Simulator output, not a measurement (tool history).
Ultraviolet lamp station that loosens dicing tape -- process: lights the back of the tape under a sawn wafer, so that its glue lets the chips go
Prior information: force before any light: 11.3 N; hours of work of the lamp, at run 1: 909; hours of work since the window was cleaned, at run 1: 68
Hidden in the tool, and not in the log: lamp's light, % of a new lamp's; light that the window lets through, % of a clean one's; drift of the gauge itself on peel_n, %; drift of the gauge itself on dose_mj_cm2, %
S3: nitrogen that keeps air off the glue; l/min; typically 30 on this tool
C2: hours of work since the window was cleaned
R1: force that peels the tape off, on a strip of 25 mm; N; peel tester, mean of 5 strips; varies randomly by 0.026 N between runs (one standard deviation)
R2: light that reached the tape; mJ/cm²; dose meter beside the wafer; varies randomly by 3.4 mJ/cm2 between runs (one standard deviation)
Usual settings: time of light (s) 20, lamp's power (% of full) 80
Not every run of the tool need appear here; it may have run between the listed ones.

Run 1, day 0: usual settings; hours of work of the lamp 909; C2 68. Result: R1 1.268 N, R2 555 mJ/cm².
Run 2, day 1.65: usual settings but lamp's power (% of full) 83; hours of work of the lamp 940; C2 100. Result: R1 1.156 N, R2 575 mJ/cm².
Run 3, day 2.683: usual settings but lamp's power (% of full) 83; hours of work of the lamp 960; C2 119. Result: R1 1.105 N, R2 572 mJ/cm².
Run 4, day 4.392: usual settings but lamp's power (% of full) 92; hours of work of the lamp 992; C2 152. Result: R1 0.929 N, R2 644 mJ/cm².
Run 5, day 5.675: usual settings; hours of work of the lamp 1017; C2 176. Result: R1 1.269 N, R2 561 mJ/cm².
Run 6, day 7.833: usual settings but S3 23 l/min; hours of work of the lamp 1058; C2 217. Result: R1 1.531 N, R2 551 mJ/cm².
Run 7, day 9.238: usual settings but S3 23 l/min; hours of work of the lamp 1084; C2 244. Result: R1 1.524 N, R2 563 mJ/cm².
Run 8, day 11.021: usual settings but S3 23 l/min; hours of work of the lamp 1118; C2 277. Result: R1 1.511 N, R2 561 mJ/cm².
Run 9, day 13.083: usual settings but S3 23 l/min; hours of work of the lamp 1157; C2 317. Result: R1 1.482 N, R2 557 mJ/cm².
Run 10, day 14.646: usual settings but time of light (s) 13; hours of work of the lamp 1187; C2 346. Result: R1 2.659 N, R2 361 mJ/cm².
At day 16.55: window cleaned of glue's vapour.
Run 11, day 16.775: usual settings but time of light (s) 13; hours of work of the lamp 1227; C2 4. Result: R1 2.694 N, R2 361 mJ/cm².
Run 12, day 18.117: usual settings but time of light (s) 13; hours of work of the lamp 1253; C2 30. Result: R1 2.723 N, R2 362 mJ/cm².
Run 13, day 20.15: usual settings but time of light (s) 13; hours of work of the lamp 1291; C2 68. Result: R1 2.654 N, R2 360 mJ/cm².
Run 14, day 22.308: usual settings but time of light (s) 19; hours of work of the lamp 1332; C2 109. Result: R1 1.401 N, R2 529 mJ/cm².
Run 15, day 23.688: usual settings but time of light (s) 19; hours of work of the lamp 1358; C2 136. Result: R1 1.406 N, R2 528 mJ/cm².
Run 16, day 25.962: usual settings but time of light (s) 19; hours of work of the lamp 1402; C2 179. Result: R1 1.442 N, R2 527 mJ/cm².
Run 17, day 27.304: usual settings but time of light (s) 19; hours of work of the lamp 1427; C2 204. Result: R1 1.408 N, R2 525 mJ/cm².
Run 18, day 29.479: usual settings but time of light (s) 23; hours of work of the lamp 1468; C2 245. Result: R1 0.916 N, R2 640 mJ/cm².
Run 19, day 31.812: usual settings but S3 28 l/min; hours of work of the lamp 1513; C2 290. Result: R1 1.346 N, R2 559 mJ/cm².
Run 20, day 33.575: usual settings; hours of work of the lamp 1546; C2 323. Result: R1 1.247 N, R2 558 mJ/cm².
Run 21, day 35.908: usual settings; hours of work of the lamp 1590; C2 367. Result: R1 1.221 N, R2 551 mJ/cm².
At day 36.783: window cleaned of glue's vapour.
Run 22, day 38.408: usual settings but time of light (s) 22; hours of work of the lamp 1637; C2 31. Result: R1 1.036 N, R2 606 mJ/cm².
Run 23, day 40.642: usual settings but time of light (s) 12, S3 13 l/min; hours of work of the lamp 1680; C2 73. Result: R1 4.255 N, R2 330 mJ/cm².
Run 24, day 43.083: usual settings but time of light (s) 12, S3 13 l/min; hours of work of the lamp 1726; C2 120. Result: R1 4.339 N, R2 334 mJ/cm².
Run 25, day 45.4: usual settings but time of light (s) 31, lamp's power (% of full) 91; hours of work of the lamp 1770; C2 164. Result: R1 0.266 N, R2 983 mJ/cm².
Run 26, day 46.662: usual settings but time of light (s) 24, lamp's power (% of full) 97, S3 22 l/min; hours of work of the lamp 1794; C2 188. Result: R1 0.645 N, R2 799 mJ/cm².
Run 27, day 48.583: usual settings but time of light (s) 24, lamp's power (% of full) 71, S3 52 l/min; hours of work of the lamp 1830; C2 224. Result: R1 0.746 N, R2 590 mJ/cm².
Run 28, day 50.592: usual settings but time of light (s) 24, lamp's power (% of full) 71, S3 52 l/min; hours of work of the lamp 1869; C2 262. Result: R1 0.753 N, R2 598 mJ/cm².
At day 52.038: lamp changed.
Run 29, day 52.479: usual settings but time of light (s) 30, S3 11 l/min; hours of work of the lamp 8; C2 297. Result: R1 1.121 N, R2 834 mJ/cm².
Run 30, day 54.692: usual settings but time of light (s) 30, S3 11 l/min; hours of work of the lamp 50; C2 339. Result: R1 1.124 N, R2 836 mJ/cm².
Run 31, day 56.154: usual settings but time of light (s) 24, lamp's power (% of full) 66; hours of work of the lamp 78; C2 367. Result: R1 1.259 N, R2 560 mJ/cm².
At day 56.938: window cleaned of glue's vapour.
Run 32, day 57.4: usual settings but time of light (s) 24, lamp's power (% of full) 66; hours of work of the lamp 101; C2 9. Result: R1 1.256 N, R2 558 mJ/cm².
Run 33, day 58.479: usual settings but S3 14 l/min; hours of work of the lamp 122; C2 29. Result: R1 2.092 N, R2 558 mJ/cm².
Run 34, day 59.933: usual settings but time of light (s) 40, lamp's power (% of full) 63, S3 37 l/min; hours of work of the lamp 150; C2 57. Result: R1 0.309 N, R2 882 mJ/cm².
Run 35, day 62.183: usual settings but time of light (s) 40, lamp's power (% of full) 63, S3 37 l/min; hours of work of the lamp 192; C2 100. Result: R1 0.312 N, R2 869 mJ/cm².
Run 36, day 64.654: usual settings but time of light (s) 40, lamp's power (% of full) 63, S3 37 l/min; hours of work of the lamp 239; C2 146. Result: R1 0.317 N, R2 875 mJ/cm².
Run 37, day 67.117: usual settings but time of light (s) 36; hours of work of the lamp 286; C2 193. Result: R1 0.248 N, R2 1010 mJ/cm².
Run 38, day 69.404: usual settings but time of light (s) 11, lamp's power (% of full) 91, S3 27 l/min; hours of work of the lamp 329; C2 237. Result: R1 2.958 N, R2 349 mJ/cm².
Run 39, day 71.775: usual settings but time of light (s) 11, lamp's power (% of full) 91, S3 27 l/min; hours of work of the lamp 374; C2 282. Result: R1 2.876 N, R2 349 mJ/cm².
Run 40, day 72.8: usual settings but time of light (s) 26, lamp's power (% of full) 76, S3 19 l/min; hours of work of the lamp 394; C2 301. Result: R1 1.093 N, R2 693 mJ/cm².
Run 41, day 74.879: usual settings but lamp's power (% of full) 60; hours of work of the lamp 433; C2 341. Result: R1 2.101 N, R2 418 mJ/cm².
Run 42, day 76.467: usual settings but time of light (s) 12, lamp's power (% of full) 70, S3 19 l/min; hours of work of the lamp 463; C2 371. Result: R1 4.108 N, R2 294 mJ/cm².
At day 77.112: window cleaned of glue's vapour.
Run 43, day 77.679: usual settings but lamp's power (% of full) 64, S3 16 l/min; hours of work of the lamp 486; C2 11. Result: R1 2.761 N, R2 447 mJ/cm².

Each row is a separate what-if for the run after 43, all from the same tool condition, not one after another. Results?
Run A, day 79.921: usual settings but time of light (s) 22; hours of work of the lamp 528; C2 53. Result: R1 ?, R2 ?.
Run B, day 79.921: usual settings but time of light (s) 16, S3 10 l/min; hours of work of the lamp 528; C2 53. Result: R1 ?, R2 ?.
Run C, day 79.921: usual settings but time of light (s) 19, lamp's power (% of full) 62; hours of work of the lamp 528; C2 53. Result: R1 ?, R2 ?.

run     R1   R2
  A  0.992  609
  B  3.513  441
  C  2.228  410
The same runs, with their run-to-run variation unchanged, on a tool lacking any hidden condition would have given:
run     R1   R2
  A  0.991  609
  B   3.51  441
  C  2.226  410
